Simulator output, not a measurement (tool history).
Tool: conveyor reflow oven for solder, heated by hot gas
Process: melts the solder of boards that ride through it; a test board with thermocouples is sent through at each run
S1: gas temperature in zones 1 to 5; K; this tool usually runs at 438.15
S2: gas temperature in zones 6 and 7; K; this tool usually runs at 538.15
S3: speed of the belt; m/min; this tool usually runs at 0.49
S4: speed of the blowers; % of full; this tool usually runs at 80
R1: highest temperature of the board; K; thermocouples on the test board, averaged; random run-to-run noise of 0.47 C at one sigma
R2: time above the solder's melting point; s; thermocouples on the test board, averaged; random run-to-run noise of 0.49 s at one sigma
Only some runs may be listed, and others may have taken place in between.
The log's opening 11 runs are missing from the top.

{"run": 12, "hour": 332.0, "S1": 438.15, "S2": 539.15, "S3": 0.49, "S4": 80, "R1": 518.95, "R2": 46.8}
{"hour": 339.7, "done": "flux residue cleaned out of gas plates and filters"}
{"run": 13, "hour": 365.6, "S1": 438.15, "S2": 539.15, "S3": 0.49, "S4": 80, "R1": 520.15, "R2": 48}
{"run": 14, "hour": 390.7, "S1": 438.15, "S2": 539.15, "S3": 0.49, "S4": 80, "R1": 520.05, "R2": 49.1}
{"run": 15, "hour": 411.3, "S1": 446.15, "S2": 538.15, "S3": 0.49, "S4": 80, "R1": 520.15, "R2": 52.7}
{"run": 16, "hour": 450.4, "S1": 446.15, "S2": 538.15, "S3": 0.49, "S4": 80, "R1": 521.05, "R2": 51.5}
{"run": 17, "hour": 470.5, "S1": 430.15, "S2": 547.15, "S3": 0.46, "S4": 80, "R1": 526.75, "R2": 54.5}
{"run": 18, "hour": 503.5, "S1": 430.15, "S2": 547.15, "S3": 0.46, "S4": 80, "R1": 526.95, "R2": 55.4}
{"run": 19, "hour": 543.9, "S1": 430.15, "S2": 547.15, "S3": 0.46, "S4": 80, "R1": 526.55, "R2": 56.1}
{"run": 20, "hour": 575.9, "S1": 430.15, "S2": 547.15, "S3": 0.46, "S4": 80, "R1": 525.65, "R2": 55.1}
{"run": 21, "hour": 615.7, "S1": 430.15, "S2": 531.15, "S3": 0.431, "S4": 90, "R1": 516.05, "R2": 50.7}
{"hour": 626.2, "done": "flux residue cleaned out of gas plates and filters"}
{"run": 22, "hour": 642.6, "S1": 445.15, "S2": 551.15, "S3": 0.49, "S4": 80, "R1": 531.35, "R2": 59.1}
{"hour": 651.2, "done": "thermocouples of zones 6 and 7 changed"}
{"run": 23, "hour": 677.4, "S1": 450.15, "S2": 531.15, "S3": 0.518, "S4": 61, "R1": 510.45, "R2": 40.3}
{"run": 24, "hour": 706.3, "S1": 435.15, "S2": 538.15, "S3": 0.49, "S4": 80, "R1": 521.45, "R2": 49.4}
{"run": 25, "hour": 736.5, "S1": 445.15, "S2": 538.15, "S3": 0.509, "S4": 63, "R1": 515.25, "R2": 44.2}
{"run": 26, "hour": 753.7, "S1": 443.15, "S2": 552.15, "S3": 0.556, "S4": 53, "R1": 518.25, "R2": 40.3}
{"run": 27, "hour": 773.3, "S1": 443.15, "S2": 552.15, "S3": 0.556, "S4": 53, "R1": 518.35, "R2": 39.7}
{"run": 28, "hour": 812.1, "S1": 443.15, "S2": 552.15, "S3": 0.556, "S4": 53, "R1": 517.25, "R2": 38.2}
{"run": 29, "hour": 839.0, "S1": 430.15, "S2": 538.15, "S3": 0.49, "S4": 80, "R1": 518.65, "R2": 45.4}
{"run": 30, "hour": 857.0, "S1": 430.15, "S2": 538.15, "S3": 0.49, "S4": 80, "R1": 519.15, "R2": 46}
{"run": 31, "hour": 875.1, "S1": 430.15, "S2": 538.15, "S3": 0.49, "S4": 80, "R1": 517.95, "R2": 44.1}

Each row is a separate what-if for the run after 31, all from the same tool condition, not one after another. Results?
{"run": "A", "hour": 904.6, "S1": 437.15, "S2": 538.15, "S3": 0.486, "S4": 80, "R1": "?", "R2": "?"}
{"run": "B", "hour": 904.6, "S1": 438.15, "S2": 537.15, "S3": 0.49, "S4": 80, "R1": "?", "R2": "?"}
{"run": "C", "hour": 904.6, "S1": 429.15, "S2": 538.15, "S3": 0.49, "S4": 80, "R1": "?", "R2": "?"}

run=A R1=519.95 R2=48.8
run=B R1=518.85 R2=47.8
run=C R1=517.95 R2=44.2
What these runs would have given with no unlogged condition in the tool:
run=A R1=521.85 R2=49.7
run=B R1=520.75 R2=48.8
run=C R1=519.95 R2=45.5
